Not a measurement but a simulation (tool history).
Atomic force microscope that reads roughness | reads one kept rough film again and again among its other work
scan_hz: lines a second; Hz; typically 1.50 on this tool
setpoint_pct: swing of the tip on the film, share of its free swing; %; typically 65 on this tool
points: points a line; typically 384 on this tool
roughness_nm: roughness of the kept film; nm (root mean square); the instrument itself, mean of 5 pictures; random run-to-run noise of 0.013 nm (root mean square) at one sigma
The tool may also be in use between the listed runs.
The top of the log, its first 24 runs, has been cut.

run 25 hour=232.8 | scan_hz=0.90 setpoint_pct=65 points=321 | roughness_nm=2.603
run 26 hour=242.2 | scan_hz=0.90 setpoint_pct=87 points=619 | roughness_nm=2.448
run 27 hour=254.0 | scan_hz=3.39 setpoint_pct=59 points=871 | roughness_nm=2.448
run 28 hour=263.1 | scan_hz=2.57 setpoint_pct=74 points=936 | roughness_nm=2.291
run 29 hour=274.9 | scan_hz=1.93 setpoint_pct=79 points=384 | roughness_nm=2.202
-- hour=288.5 new tip fitted
run 30 hour=288.5 | scan_hz=0.63 setpoint_pct=89 points=289 | roughness_nm=2.895
run 31 hour=297.4 | scan_hz=1.50 setpoint_pct=64 points=788 | roughness_nm=2.986
run 32 hour=310.8 | scan_hz=1.50 setpoint_pct=64 points=788 | roughness_nm=2.902
run 33 hour=324.2 | scan_hz=1.11 setpoint_pct=65 points=362 | roughness_nm=2.798
run 34 hour=331.6 | scan_hz=1.15 setpoint_pct=72 points=931 | roughness_nm=2.763
run 35 hour=339.8 | scan_hz=0.62 setpoint_pct=65 points=724 | roughness_nm=2.795
run 36 hour=352.8 | scan_hz=1.50 setpoint_pct=69 points=384 | roughness_nm=2.574
run 37 hour=358.7 | scan_hz=1.50 setpoint_pct=69 points=384 | roughness_nm=2.589
run 38 hour=369.2 | scan_hz=3.56 setpoint_pct=74 points=689 | roughness_nm=2.293
run 39 hour=375.7 | scan_hz=2.11 setpoint_pct=65 points=384 | roughness_nm=2.465
run 40 hour=384.1 | scan_hz=1.79 setpoint_pct=65 points=297 | roughness_nm=2.414
run 41 hour=397.9 | scan_hz=1.50 setpoint_pct=65 points=575 | roughness_nm=2.425
run 42 hour=410.6 | scan_hz=1.50 setpoint_pct=65 points=575 | roughness_nm=2.384
run 43 hour=419.4 | scan_hz=3.29 setpoint_pct=65 points=464 | roughness_nm=2.225

Each row is a separate what-if for the run after 43, all from the same tool condition, not one after another. Results?
run A hour=428.8 | scan_hz=3.38 setpoint_pct=62 points=384 | roughness_nm=?
run B hour=428.8 | scan_hz=0.99 setpoint_pct=90 points=384 | roughness_nm=?
run C hour=428.8 | scan_hz=1.46 setpoint_pct=62 points=955 | roughness_nm=?
run D hour=428.8 | scan_hz=3.29 setpoint_pct=59 points=807 | roughness_nm=?

run=A roughness_nm=2.206
run=B roughness_nm=2.160
run=C roughness_nm=2.326
run=D roughness_nm=2.264
Stripped of hidden state, with their random variation kept, the same runs would have yielded:
run=A roughness_nm=2.973
run=B roughness_nm=2.911
run=C roughness_nm=3.134
run=D roughness_nm=3.051
